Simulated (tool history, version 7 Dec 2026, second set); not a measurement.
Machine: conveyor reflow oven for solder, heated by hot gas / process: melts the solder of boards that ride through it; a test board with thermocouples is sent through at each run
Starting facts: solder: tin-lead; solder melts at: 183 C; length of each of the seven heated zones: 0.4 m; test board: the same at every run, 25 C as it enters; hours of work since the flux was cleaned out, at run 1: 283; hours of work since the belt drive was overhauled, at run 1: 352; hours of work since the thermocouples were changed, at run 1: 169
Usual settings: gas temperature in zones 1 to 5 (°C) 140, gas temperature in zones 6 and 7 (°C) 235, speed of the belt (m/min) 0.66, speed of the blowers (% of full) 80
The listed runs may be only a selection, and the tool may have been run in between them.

| run | day | gas temperature in zones 1 to 5 (°C) | gas temperature in zones 6 and 7 (°C) | speed of the belt (m/min) | speed of the blowers (% of full) | hours of work since the flux was cleaned out | hours of work since the belt drive was overhauled | hours of work since the thermocouples were changed | highest temperature of the board (°C) | time above the solder's melting point (s) |
|---|---|---|---|---|---|---|---|---|---|---|
| 1 | 0 | 140 | 235 | 0.66 | 80 | 283 | 352 | 169 | 214.4 | 52.8 |
| 2 | 0.388 | 140 | 235 | 0.66 | 80 | 288 | 357 | 173 | 214.8 | 52.9 |
|  | 0.729 | flux residue cleaned out of gas plates and filters |
| 3 | 1 | 153 | 235 | 0.66 | 80 | 3 | 361 | 178 | 218.4 | 60.7 |
| 4 | 1.242 | 140 | 235 | 0.66 | 82 | 6 | 364 | 181 | 216.9 | 54.7 |
| 5 | 1.5 | 140 | 235 | 0.66 | 80 | 9 | 367 | 184 | 216.4 | 53.7 |
| 6 | 1.908 | 140 | 235 | 0.66 | 80 | 13 | 372 | 188 | 216.1 | 54.2 |
| 7 | 2.225 | 140 | 235 | 0.66 | 80 | 17 | 375 | 192 | 215.8 | 54 |
| 8 | 2.438 | 140 | 235 | 0.66 | 80 | 20 | 378 | 194 | 216.1 | 53.9 |
| 9 | 2.85 | 140 | 235 | 0.733 | 80 | 24 | 382 | 199 | 212.4 | 45 |
| 10 | 3.212 | 140 | 235 | 0.733 | 80 | 28 | 386 | 203 | 212.4 | 45.1 |
| 11 | 3.529 | 140 | 235 | 0.66 | 65 | 32 | 390 | 207 | 212.4 | 50 |
| 12 | 3.738 | 147 | 235 | 0.66 | 65 | 34 | 392 | 209 | 213.6 | 54.3 |
| 13 | 3.938 | 140 | 235 | 0.66 | 80 | 37 | 395 | 212 | 215.5 | 53.8 |
| 14 | 4.242 | 140 | 235 | 0.66 | 80 | 40 | 398 | 215 | 216 | 53.7 |
| 15 | 4.604 | 140 | 235 | 0.66 | 80 | 44 | 402 | 219 | 215.8 | 54.3 |
| 16 | 4.929 | 140 | 235 | 0.715 | 80 | 48 | 406 | 223 | 212.9 | 47.1 |
| 17 | 5.429 | 128 | 223 | 0.789 | 70 | 54 | 412 | 228 | 194 | 19.1 |
| 18 | 5.792 | 128 | 223 | 0.789 | 70 | 58 | 416 | 233 | 194.5 | 19.6 |
| 19 | 6.021 | 150 | 247 | 0.66 | 80 | 60 | 418 | 235 | 227.4 | 65.8 |
| 20 | 6.317 | 129 | 235 | 0.659 | 70 | 64 | 422 | 239 | 211 | 45.8 |
| 21 | 6.75 | 129 | 235 | 0.659 | 70 | 69 | 427 | 244 | 210.7 | 45.6 |
| 22 | 6.954 | 129 | 235 | 0.659 | 70 | 71 | 429 | 246 | 211.1 | 45.7 |
| 23 | 7.175 | 129 | 235 | 0.659 | 70 | 74 | 432 | 248 | 210.9 | 46 |
| 24 | 7.558 | 129 | 235 | 0.659 | 70 | 78 | 436 | 253 | 211.1 | 45.6 |
| 25 | 8.05 | 140 | 235 | 0.557 | 67 | 84 | 442 | 258 | 218.9 | 66.6 |
| 26 | 8.321 | 145 | 245 | 0.667 | 80 | 87 | 445 | 262 | 224.5 | 61.4 |
| 27 | 8.688 | 143 | 226 | 0.626 | 80 | 91 | 449 | 266 | 210.1 | 53.9 |
| 28 | 9.108 | 143 | 229 | 0.626 | 72 | 96 | 454 | 270 | 211.6 | 54 |
| 29 | 9.458 | 143 | 229 | 0.626 | 72 | 100 | 458 | 274 | 211.4 | 54.2 |
| 30 | 9.829 | 143 | 240 | 0.608 | 54 | 104 | 462 | 279 | 216.6 | 60.1 |
| 31 | 10.1 | 142 | 235 | 0.58 | 80 | 107 | 465 | 282 | 220 | 67 |

The logged runs with the hidden state left out (each run's random variation unchanged):
The tool's hidden condition here consists of: heat that the gas passes to the board, % of a clean oven's; belt's true speed, % of the reading; true gas temperature in zones 6 and 7 over the reading, C; drift of the gauge itself on peak_c, C; drift of the gauge itself on liquid_s, %.
| run | highest temperature of the board (°C) | time above the solder's melting point (s) |
|---|---|---|
| 1 | 215.8 | 53.7 |
| 2 | 216.3 | 53.9 |
| 3 | 218.3 | 60 |
| 4 | 216.8 | 54 |
| 5 | 216.3 | 53.1 |
| 6 | 216.1 | 53.6 |
| 7 | 215.8 | 53.4 |
| 8 | 216.1 | 53.3 |
| 9 | 212.4 | 44.5 |
| 10 | 212.4 | 44.6 |
| 11 | 212.4 | 49.4 |
| 12 | 213.6 | 53.7 |
| 13 | 215.6 | 53.3 |
| 14 | 216.1 | 53.2 |
| 15 | 215.9 | 53.8 |
| 16 | 213 | 46.7 |
| 17 | 194.1 | 19 |
| 18 | 194.7 | 19.6 |
| 19 | 227.6 | 65.2 |
| 20 | 211.2 | 45.5 |
| 21 | 210.9 | 45.3 |
| 22 | 211.3 | 45.4 |
| 23 | 211.2 | 45.7 |
| 24 | 211.4 | 45.3 |
| 25 | 219.2 | 66.1 |
| 26 | 224.9 | 60.9 |
| 27 | 210.4 | 53.6 |
| 28 | 212 | 53.7 |
| 29 | 211.8 | 54 |
| 30 | 216.9 | 59.6 |
| 31 | 220.5 | 66.6 |
